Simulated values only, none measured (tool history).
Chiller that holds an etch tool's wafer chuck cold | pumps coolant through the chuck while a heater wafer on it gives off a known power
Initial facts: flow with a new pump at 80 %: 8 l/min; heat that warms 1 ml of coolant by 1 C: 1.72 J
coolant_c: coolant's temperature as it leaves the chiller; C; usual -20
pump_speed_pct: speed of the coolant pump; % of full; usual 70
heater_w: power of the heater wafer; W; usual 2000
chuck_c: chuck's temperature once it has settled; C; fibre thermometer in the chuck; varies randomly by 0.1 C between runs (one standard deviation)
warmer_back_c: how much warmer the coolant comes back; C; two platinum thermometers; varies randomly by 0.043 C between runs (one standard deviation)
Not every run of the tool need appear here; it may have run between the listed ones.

| run | hour | coolant_c | pump_speed_pct | heater_w | chuck_c | warmer_back_c |
|---|---|---|---|---|---|---|
| 1 | 0 | -20 | 70 | 2000 | -0.9 | 10.23 |
| 2 | 32.3 | -20 | 70 | 2000 | -0.9 | 10.26 |
| 3 | 69.7 | -26 | 70 | 2000 | -6.9 | 10.18 |
| 4 | 105.6 | -26 | 70 | 2000 | -6.9 | 10.24 |
| 5 | 129.4 | -20 | 70 | 2000 | -1.1 | 10.15 |
| 6 | 164.9 | -20 | 70 | 2000 | -0.8 | 10.22 |
| 7 | 207.5 | -20 | 70 | 2649 | 5.5 | 13.41 |
| 8 | 247.9 | -20 | 70 | 2649 | 5.5 | 13.49 |
| 9 | 279.9 | -20 | 70 | 1901 | -1.6 | 9.79 |
| 10 | 319.2 | -20 | 70 | 1901 | -1.8 | 9.74 |
| 11 | 343.2 | -20 | 70 | 1901 | -1.6 | 9.75 |
| 12 | 371.5 | -20 | 70 | 1901 | -1.8 | 9.76 |
| 13 | 409.7 | -20 | 70 | 1901 | -1.7 | 9.77 |
| 14 | 430 | -20 | 70 | 1901 | -1.8 | 9.75 |
| 15 | 466.3 | -20 | 70 | 2000 | -0.9 | 10.32 |
| 16 | 490.3 | -20 | 70 | 2000 | -0.7 | 10.26 |
| 17 | 531.1 | -20 | 83 | 1391 | -8.2 | 5.93 |
| 18 | 563.8 | -13 | 70 | 2000 | 6.2 | 10.3 |
| 19 | 585 | -26 | 62 | 2978 | 5.9 | 17.38 |
| 20 | 609.2 | -26 | 62 | 2978 | 5.7 | 17.44 |
| 21 | 649.7 | -14 | 61 | 2019 | 7.8 | 12.05 |
| 22 | 688.5 | -14 | 92 | 1023 | -6.2 | 3.96 |
| 23 | 725.1 | -24 | 65 | 2000 | -3.7 | 11.17 |
| 24 | 748.8 | -21 | 91 | 2717 | 0.8 | 10.6 |
| 25 | 792.8 | -21 | 91 | 2717 | 0.7 | 10.62 |
| 26 | 831.3 | -15 | 70 | 2760 | 11.9 | 14.34 |
| 27 | 854.6 | -28 | 63 | 1406 | -13.4 | 8.14 |
| 28 | 883.1 | -29 | 93 | 1211 | -19.5 | 4.65 |
| 29 | 919.7 | -29 | 79 | 1211 | -18.5 | 5.54 |
| 30 | 955.8 | -29 | 60 | 1812 | -9.1 | 11.11 |
| 31 | 985.2 | -20 | 68 | 1364 | -6.4 | 7.19 |

For some of the steps in chuck_c from one run to the next: how much would appear even if the tool had no hidden state, given the settings, what came in and random variation, and how much remains for the hidden state plus any gauge scatter that the measured result and the result without hidden state don't share?
Hidden state at play: heat passed by the chuck's channels, % of clean ones'; flow at a given pump speed, % of a new pump's; coolant's true temperature over the reading, C; drift of the gauge itself on chuck_c, C; drift of the gauge itself on warmer_back_c, C.
Run 17 -> 18: coolant_c -20 -> -13, pump_speed_pct 83 -> 70, heater_w 1391 -> 2000. chuck_c +14.4 C: hidden state +0.3, all else +14.1.
Run 21 -> 22: pump_speed_pct 61 -> 92, heater_w 2019 -> 1023. chuck_c -14 C: hidden state -0.6, all else -13.4.
Run 22 -> 23: coolant_c -14 -> -24, pump_speed_pct 92 -> 65, heater_w 1023 -> 2000. chuck_c +2.5 C: hidden state +0.6, all else +1.9.
Run 26 -> 27: coolant_c -15 -> -28, pump_speed_pct 70 -> 63, heater_w 2760 -> 1406. chuck_c -25.3 C: hidden state -0.5, all else -24.8.
